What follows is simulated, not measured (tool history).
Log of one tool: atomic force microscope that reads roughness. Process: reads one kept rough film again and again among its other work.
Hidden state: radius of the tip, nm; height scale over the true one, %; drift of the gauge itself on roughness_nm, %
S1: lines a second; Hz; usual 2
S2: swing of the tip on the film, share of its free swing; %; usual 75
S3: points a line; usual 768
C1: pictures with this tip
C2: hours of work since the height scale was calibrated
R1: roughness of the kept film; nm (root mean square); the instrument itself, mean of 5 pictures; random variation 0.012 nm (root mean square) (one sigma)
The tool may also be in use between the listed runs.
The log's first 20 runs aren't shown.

run 21 day=11.45 | S1=0.64 S2=76 S3=802 | C1=297 C2=244 | R1=2.647
run 22 day=11.879 | S1=1.9 S2=90 S3=768 | C1=323 C2=252 | R1=2.421
run 23 day=12.267 | S1=1.9 S2=90 S3=768 | C1=347 C2=259 | R1=2.407
-- day=12.679 new tip fitted
run 24 day=12.712 | S1=0.75 S2=57 S3=445 | C1=2 C2=266 | R1=2.886
run 25 day=13.396 | S1=0.75 S2=57 S3=445 | C1=44 C2=278 | R1=2.854
run 26 day=13.904 | S1=0.75 S2=68 S3=869 | C1=75 C2=287 | R1=2.811
run 27 day=14.329 | S1=0.75 S2=68 S3=869 | C1=101 C2=295 | R1=2.802
run 28 day=14.967 | S1=2 S2=55 S3=712 | C1=140 C2=306 | R1=2.775
run 29 day=15.446 | S1=2 S2=73 S3=484 | C1=169 C2=315 | R1=2.663
run 30 day=15.912 | S1=2 S2=73 S3=484 | C1=198 C2=323 | R1=2.645
run 31 day=16.375 | S1=0.57 S2=82 S3=274 | C1=226 C2=331 | R1=2.701
run 32 day=17.138 | S1=0.57 S2=82 S3=495 | C1=273 C2=345 | R1=2.676
run 33 day=17.633 | S1=0.57 S2=82 S3=495 | C1=304 C2=353 | R1=2.668
run 34 day=18.108 | S1=2.24 S2=77 S3=495 | C1=333 C2=362 | R1=2.509
run 35 day=18.579 | S1=1.64 S2=62 S3=391 | C1=362 C2=370 | R1=2.616
-- day=18.771 new tip fitted
run 36 day=19.121 | S1=1.64 S2=62 S3=391 | C1=21 C2=379 | R1=2.824
run 37 day=19.917 | S1=1.05 S2=71 S3=391 | C1=70 C2=393 | R1=2.79
run 38 day=20.404 | S1=0.81 S2=77 S3=768 | C1=100 C2=402 | R1=2.773
run 39 day=20.817 | S1=3.14 S2=77 S3=768 | C1=125 C2=409 | R1=2.579
run 40 day=21.167 | S1=1.13 S2=67 S3=768 | C1=147 C2=415 | R1=2.763

Forecast each of these 3 alternatives for the next run:
run A day=21.533 | S1=1.13 S2=67 S3=346 | C1=169 C2=422 | R1=?
run B day=21.533 | S1=1.07 S2=66 S3=380 | C1=169 C2=422 | R1=?
run C day=21.533 | S1=1.87 S2=69 S3=282 | C1=169 C2=422 | R1=?

run=A R1=2.756
run=B R1=2.746
run=C R1=2.677
Without the tool's hidden state the same runs would have given:
run=A R1=2.854
run=B R1=2.844
run=C R1=2.772
